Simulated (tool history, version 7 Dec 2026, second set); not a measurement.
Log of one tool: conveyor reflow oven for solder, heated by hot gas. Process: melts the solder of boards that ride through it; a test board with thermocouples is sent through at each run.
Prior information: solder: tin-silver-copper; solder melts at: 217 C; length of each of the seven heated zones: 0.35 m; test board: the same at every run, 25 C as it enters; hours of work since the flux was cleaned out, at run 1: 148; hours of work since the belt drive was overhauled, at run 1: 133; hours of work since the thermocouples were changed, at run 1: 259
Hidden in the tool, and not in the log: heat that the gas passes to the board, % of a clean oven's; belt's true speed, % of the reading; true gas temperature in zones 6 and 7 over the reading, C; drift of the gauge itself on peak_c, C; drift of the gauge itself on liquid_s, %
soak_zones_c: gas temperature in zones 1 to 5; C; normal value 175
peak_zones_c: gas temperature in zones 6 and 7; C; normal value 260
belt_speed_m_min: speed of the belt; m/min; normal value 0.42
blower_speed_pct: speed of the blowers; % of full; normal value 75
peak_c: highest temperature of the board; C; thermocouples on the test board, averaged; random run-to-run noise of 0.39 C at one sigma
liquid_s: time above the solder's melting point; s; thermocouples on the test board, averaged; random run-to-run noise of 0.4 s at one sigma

run	hour	soak_zones_c	peak_zones_c	belt_speed_m_min	blower_speed_pct	hours of work since the flux was cleaned out	hours of work since the belt drive was overhauled	hours of work since the thermocouples were changed	peak_c	liquid_s
1	0	175	260	0.42	75	148	133	259	252.5	79.4
2	14.1	175	260	0.42	75	154	140	265	252.4	79.4
3	24.6	175	260	0.42	75	159	145	270	252.8	79.4
4	34	175	260	0.42	75	163	149	274	252.1	79.3
5	46.2	175	260	0.42	75	169	154	280	251.5	79
6	56.7	175	260	0.42	75	174	159	285	251.9	79.4
7	66.3	175	260	0.42	75	178	164	289	252.5	79.5
8	76.2	175	260	0.42	75	183	168	294	252.2	79.3
9	88.6	175	260	0.42	75	188	174	299	252.1	79.2
10	108.9	175	260	0.42	75	197	183	308	252.3	78.9
11	120.1	175	260	0.42	75	202	188	314	251.7	78.2
12	130.6	175	260	0.42	75	207	193	318	252.4	78.9
13	150	175	260	0.42	75	216	202	327	252.3	79
14	171.4	175	260	0.42	77	226	211	337	251.9	79.4
15	194.5	175	253	0.42	75	236	222	347	245.6	73.7
# hour 200.8: flux residue cleaned out of gas plates and filters
16	218.8	175	253	0.42	75	8	231	356	245.3	73
17	238.3	179	253	0.42	51	17	239	365	242.6	69.3
18	260.6	189	272	0.42	68	27	249	375	263.2	93.2
19	277.5	184	272	0.42	58	35	257	383	262.4	88.7
20	296.4	183	272	0.42	58	43	266	391	262.3	89.4
21	307.6	183	272	0.441	58	48	271	396	259.8	83.5
22	329.8	183	272	0.441	58	59	281	406	260.1	83.1
# hour 339.7: flux residue cleaned out of gas plates and filters, once more
23	351.5	175	269	0.42	75	5	288	414	261.5	86.1
24	364.1	175	257	0.458	90	11	294	420	249.9	71.2
25	385.8	166	260	0.349	50	21	304	430	252.6	92.1
26	396.1	166	260	0.432	88	26	309	434	252.9	74.6
27	417.5	166	260	0.432	88	35	318	444	252.9	74.7
28	440.3	180	260	0.422	52	46	329	454	250.3	78
29	460.8	166	255	0.447	78	55	338	464	246.9	65.3
30	474.3	166	255	0.447	78	61	344	470	246.1	65.7
31	495	188	260	0.42	75	70	354	479	254.4	86.6

Some steps in peak_c between neighbouring runs. How much of each would the tool show without its hidden state too (settings, what came in, random variation), and how much is left for the hidden state, with any gauge scatter that isn't in both results?
Run 15 -> 16: flux residue cleaned out of gas plates and filters. peak_c -0.3 C: hidden state -0.3, all else +0.
Run 17 -> 18: soak_zones_c 179 -> 189, peak_zones_c 253 -> 272, blower_speed_pct 51 -> 68. peak_c +20.6 C: hidden state -0.2, all else +20.8.
Run 22 -> 23: soak_zones_c 183 -> 175, peak_zones_c 272 -> 269, belt_speed_m_min 0.441 -> 0.42, blower_speed_pct 58 -> 75, flux residue cleaned out of gas plates and filters, once more. peak_c +1.4 C: hidden state +1.5, all else -0.1.
Run 23 -> 24: peak_zones_c 269 -> 257, belt_speed_m_min 0.42 -> 0.458, blower_speed_pct 75 -> 90. peak_c -11.6 C: hidden state +0, all else -11.6.
Run 30 -> 31: soak_zones_c 166 -> 188, peak_zones_c 255 -> 260, belt_speed_m_min 0.447 -> 0.42, blower_speed_pct 78 -> 75. peak_c +8.3 C: hidden state +0.1, all else +8.2.
